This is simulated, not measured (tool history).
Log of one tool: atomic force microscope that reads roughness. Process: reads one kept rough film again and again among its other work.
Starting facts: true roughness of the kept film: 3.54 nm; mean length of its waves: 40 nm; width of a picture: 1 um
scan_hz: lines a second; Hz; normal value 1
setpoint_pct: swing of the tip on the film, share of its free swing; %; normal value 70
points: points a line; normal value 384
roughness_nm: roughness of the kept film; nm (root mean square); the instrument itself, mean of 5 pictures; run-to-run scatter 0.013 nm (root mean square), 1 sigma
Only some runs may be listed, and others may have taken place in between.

run    hour  scan_hz  setpoint_pct  points  roughness_nm
  1       0        1            70     384         3.244
  2    27.4        1            70     384         3.206
  3    43.4        1            70     384         3.216
  4    64.6     0.82            70     384         3.207
  5    91.2        1            70     384         3.137
  6   107.5        1            60     384         3.162
  7   126.5        1            60     384         3.151
  8   140.3        1            60     384         3.126
  9   152.1        1            70     384         3.089
 10   174.6        1            66     384         3.081
      181.3  -- new tip fitted
 11   190.1        1            66     384         3.303
 12   204.7        1            66     384         3.282
 13   217.8        1            66     384         3.262
 14   237.5     1.55            70     384          3.19
 15   261.5        1            70     384         3.216
 16   285.2        1            70     336         3.189
 17   297.3        1            70     336         3.145
 18   309.9        1            70     336         3.154
 19   323.4        1            70     336         3.146
 20     350        1            70     336         3.127
 21     376        1            70     864         3.085
 22   398.1        1            70     864         3.072
      399.9  -- new tip fitted
 23   411.7        1            79     384         3.214
 24     438        1            79     384         3.183
 25   458.7        1            79     384         3.195
 26   479.3        1            74     384         3.221
 27   490.8        1            74     384         3.159
 28   509.4     2.91            58     422         3.149
 29   528.4        1            59     514         3.198
 30     549        1            59     514         3.193
 31   575.2        1            59     514         3.166
      577.7  -- height scale calibrated on a step standard
 32   595.5     0.64            77     357         3.091
      620.5  -- new tip fitted
 33   621.4     3.59            62     394         3.188
 34     646     3.59            62     394         3.161
 35   669.6     0.76            67     394         3.291
      682.5  -- height scale calibrated on a step standard, once more
 36   687.4     0.89            70     554         3.199
 37   711.1     3.21            62     554         3.091
 38     735     2.13            77     265         2.969
 39   761.4     2.13            77     265         2.948
 40   785.9     2.52            77     265         2.854
 41   800.2     2.52            77     265         2.859
 42   820.5     1.56            77     497         2.967
 43   835.8        1            85     427         2.957
        840  -- new tip fitted
 44   863.6        3            85     386         2.832
 45   875.1        1            71     976         3.246
 46   888.4        1            71     976          3.23
 47   903.4      0.7            64     459         3.268
 48     926     2.14            70     384         3.076
 49   954.1      3.4            70     590         2.974
 50     966      3.4            70     590         2.962
 51   979.9     3.62            83     384         2.687
 52   994.4     3.62            83     384         2.676
 53  1012.2     3.62            83     384         2.635

Each row is a separate what-if for the run after 53, all from the same tool condition, not one after another. Results?
  A  1037.1     1.35            76     540             ?
  B  1037.1     2.34            70     384             ?
  C  1037.1      1.3            70     384             ?

run  roughness_nm
  A         3.025
  B         2.998
  C         3.054
What these runs would have given with no unlogged condition in the tool:
run  roughness_nm
  A          3.23
  B         3.201
  C         3.261
